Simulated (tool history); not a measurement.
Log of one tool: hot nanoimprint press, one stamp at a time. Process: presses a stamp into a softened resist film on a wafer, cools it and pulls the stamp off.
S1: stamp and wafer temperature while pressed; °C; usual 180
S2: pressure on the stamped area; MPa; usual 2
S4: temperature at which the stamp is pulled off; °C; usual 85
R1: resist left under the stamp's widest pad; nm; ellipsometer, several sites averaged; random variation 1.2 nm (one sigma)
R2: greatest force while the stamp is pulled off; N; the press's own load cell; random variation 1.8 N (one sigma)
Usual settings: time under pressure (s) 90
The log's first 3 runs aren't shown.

run 4 hour=104.8 | S1=180 S2=2 time_under_pressure_(s)=90 S4=85 | R1=291.1 R2=197
run 5 hour=138.9 | S1=180 S2=2 time_under_pressure_(s)=90 S4=85 | R1=292.0 R2=206
run 6 hour=186.1 | S1=180 S2=2 time_under_pressure_(s)=90 S4=85 | R1=292.4 R2=206
run 7 hour=209.8 | S1=180 S2=2 time_under_pressure_(s)=90 S4=85 | R1=292.6 R2=211
run 8 hour=234.9 | S1=180 S2=2 time_under_pressure_(s)=90 S4=85 | R1=294.7 R2=213
-- hour=275.0 stamp cleaned and given a new release coat
run 9 hour=280.2 | S1=180 S2=2 time_under_pressure_(s)=90 S4=85 | R1=294.8 R2=190
run 10 hour=312.4 | S1=170 S2=2 time_under_pressure_(s)=90 S4=85 | R1=381.8 R2=196
run 11 hour=360.9 | S1=170 S2=2 time_under_pressure_(s)=90 S4=85 | R1=381.3 R2=197
run 12 hour=408.6 | S1=170 S2=2 time_under_pressure_(s)=90 S4=85 | R1=384.4 R2=204
run 13 hour=436.8 | S1=170 S2=2 time_under_pressure_(s)=90 S4=85 | R1=383.3 R2=209
run 14 hour=484.2 | S1=189 S2=2 time_under_pressure_(s)=90 S4=85 | R1=228.1 R2=209
run 15 hour=528.8 | S1=189 S2=2 time_under_pressure_(s)=90 S4=85 | R1=229.3 R2=215

Run 16 comes next. What will it give?
-- hour=558.6 stamp cleaned and given a new release coat
run 16 hour=585.5 | S1=180 S2=2 time_under_pressure_(s)=90 S4=85 | R1=? R2=?

R1: 300.4 nm
R2: 192 N
Without the tool's hidden state the same run would have given R1 282.5 nm, R2 184 N.
